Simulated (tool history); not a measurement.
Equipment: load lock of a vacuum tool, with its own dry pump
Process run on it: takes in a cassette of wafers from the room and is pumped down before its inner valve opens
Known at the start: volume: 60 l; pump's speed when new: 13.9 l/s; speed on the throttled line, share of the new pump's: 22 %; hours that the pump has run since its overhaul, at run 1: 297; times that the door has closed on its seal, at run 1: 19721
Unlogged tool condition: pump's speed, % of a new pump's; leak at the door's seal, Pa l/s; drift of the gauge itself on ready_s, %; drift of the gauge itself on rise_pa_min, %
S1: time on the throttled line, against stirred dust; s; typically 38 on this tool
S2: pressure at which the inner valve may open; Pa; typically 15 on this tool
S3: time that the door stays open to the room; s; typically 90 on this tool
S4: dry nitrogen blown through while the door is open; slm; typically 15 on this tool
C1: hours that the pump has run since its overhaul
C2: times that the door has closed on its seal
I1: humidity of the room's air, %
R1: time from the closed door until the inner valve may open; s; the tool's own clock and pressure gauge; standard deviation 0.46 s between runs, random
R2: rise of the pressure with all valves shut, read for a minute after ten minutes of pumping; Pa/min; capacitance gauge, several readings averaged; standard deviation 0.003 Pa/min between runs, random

{"run": 1, "hour": 0.0, "S1": 38, "S2": 15, "S3": 90, "S4": 15, "C1": 297, "C2": 19721, "I1": 45.7, "R1": 67.8, "R2": 0.105}
{"run": 2, "hour": 72.1, "S1": 38, "S2": 15, "S3": 90, "S4": 15, "C1": 369, "C2": 20067, "I1": 45.9, "R1": 68.7, "R2": 0.108}
{"run": 3, "hour": 117.3, "S1": 38, "S2": 15, "S3": 90, "S4": 15, "C1": 415, "C2": 20284, "I1": 47.1, "R1": 67.9, "R2": 0.105}
{"run": 4, "hour": 187.9, "S1": 38, "S2": 15, "S3": 90, "S4": 15, "C1": 485, "C2": 20623, "I1": 46, "R1": 67.9, "R2": 0.11}
{"run": 5, "hour": 259.3, "S1": 38, "S2": 15, "S3": 90, "S4": 15, "C1": 557, "C2": 20966, "I1": 42.4, "R1": 68.4, "R2": 0.107}
{"run": 6, "hour": 339.5, "S1": 38, "S2": 15, "S3": 90, "S4": 15, "C1": 637, "C2": 21351, "I1": 41.2, "R1": 69, "R2": 0.113}
{"run": 7, "hour": 396.1, "S1": 38, "S2": 15, "S3": 90, "S4": 15, "C1": 693, "C2": 21623, "I1": 44.1, "R1": 68.7, "R2": 0.113}
{"run": 8, "hour": 477.1, "S1": 38, "S2": 15, "S3": 135, "S4": 15, "C1": 774, "C2": 22012, "I1": 45.2, "R1": 69.3, "R2": 0.122}
{"run": 9, "hour": 585.0, "S1": 22, "S2": 12, "S3": 90, "S4": 9, "C1": 882, "C2": 22530, "I1": 44.6, "R1": 57.9, "R2": 0.126}
{"run": 10, "hour": 674.1, "S1": 38, "S2": 15, "S3": 173, "S4": 15, "C1": 971, "C2": 22958, "I1": 44.6, "R1": 69.2, "R2": 0.132}
{"run": 11, "hour": 731.9, "S1": 38, "S2": 15, "S3": 159, "S4": 37, "C1": 1029, "C2": 23236, "I1": 43.6, "R1": 68.3, "R2": 0.123}
{"run": 12, "hour": 806.9, "S1": 38, "S2": 15, "S3": 159, "S4": 37, "C1": 1104, "C2": 23596, "I1": 43.7, "R1": 69.2, "R2": 0.115}
{"run": 13, "hour": 901.0, "S1": 38, "S2": 15, "S3": 159, "S4": 37, "C1": 1198, "C2": 24048, "I1": 45.3, "R1": 69.6, "R2": 0.125}

Run 14 comes next. What will it give?
{"run": 14, "hour": 976.0, "S1": 46, "S2": 25, "S3": 174, "S4": 16, "C1": 1273, "C2": 24408, "I1": 48.1, "R1": "?", "R2": "?"}

{"run 14": {"R1": 73.2, "R2": 0.148}}
With no hidden state in the tool, this same run would have given R1 72.4 s, R2 0.044 Pa/min.

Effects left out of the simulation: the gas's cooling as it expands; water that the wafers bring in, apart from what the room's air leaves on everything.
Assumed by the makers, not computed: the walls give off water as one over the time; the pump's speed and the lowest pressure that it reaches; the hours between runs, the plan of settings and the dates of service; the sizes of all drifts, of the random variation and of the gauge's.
